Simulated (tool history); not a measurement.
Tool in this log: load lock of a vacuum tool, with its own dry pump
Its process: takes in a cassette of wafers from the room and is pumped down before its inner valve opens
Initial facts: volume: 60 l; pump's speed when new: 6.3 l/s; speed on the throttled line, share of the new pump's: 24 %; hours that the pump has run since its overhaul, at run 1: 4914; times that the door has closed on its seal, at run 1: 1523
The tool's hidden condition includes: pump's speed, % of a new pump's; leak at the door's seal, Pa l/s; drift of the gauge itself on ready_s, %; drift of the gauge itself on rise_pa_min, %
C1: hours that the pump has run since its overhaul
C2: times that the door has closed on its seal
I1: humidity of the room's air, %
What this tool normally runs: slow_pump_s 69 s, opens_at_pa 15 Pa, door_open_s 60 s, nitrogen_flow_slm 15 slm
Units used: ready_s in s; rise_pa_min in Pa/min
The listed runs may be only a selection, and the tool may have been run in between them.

run 1 hour=0 | slow_pump_s=69 opens_at_pa=15 door_open_s=60 nitrogen_flow_slm=15 | C1=4914 C2=1523 | I1=44.4 | ready_s=137 rise_pa_min=0.018
run 2 hour=269 | slow_pump_s=69 opens_at_pa=15 door_open_s=60 nitrogen_flow_slm=36 | C1=5183 C2=1946 | I1=41.2 | ready_s=137.8 rise_pa_min=0.013
run 3 hour=537.1 | slow_pump_s=69 opens_at_pa=15 door_open_s=60 nitrogen_flow_slm=36 | C1=5451 C2=2368 | I1=45.9 | ready_s=138.4 rise_pa_min=0.013
run 4 hour=666.7 | slow_pump_s=69 opens_at_pa=10 door_open_s=60 nitrogen_flow_slm=15 | C1=5581 C2=2572 | I1=40.9 | ready_s=142.5 rise_pa_min=0.02
run 5 hour=962.1 | slow_pump_s=69 opens_at_pa=10 door_open_s=60 nitrogen_flow_slm=15 | C1=5876 C2=3037 | I1=47.3 | ready_s=142.6 rise_pa_min=0.02
run 6 hour=1144.3 | slow_pump_s=69 opens_at_pa=30 door_open_s=60 nitrogen_flow_slm=15 | C1=6058 C2=3324 | I1=46.2 | ready_s=131.7 rise_pa_min=0.028
run 7 hour=1432.4 | slow_pump_s=71 opens_at_pa=15 door_open_s=60 nitrogen_flow_slm=15 | C1=6346 C2=3777 | I1=45.5 | ready_s=139.6 rise_pa_min=0.029
run 8 hour=1728.1 | slow_pump_s=69 opens_at_pa=24 door_open_s=60 nitrogen_flow_slm=12 | C1=6642 C2=4243 | I1=45.1 | ready_s=133.9 rise_pa_min=0.03

What does the tool deliver on the next run?
run 9 hour=1855.7 | slow_pump_s=69 opens_at_pa=24 door_open_s=60 nitrogen_flow_slm=12 | C1=6770 C2=4444 | I1=46.6 | ready_s=? rise_pa_min=?

Logged for run 9: ready_s 134.7 s, rise_pa_min 0.036 Pa/min.
The same run, on a tool lacking any hidden state, would have yielded ready_s 133.2 s, rise_pa_min 0.021 Pa/min.
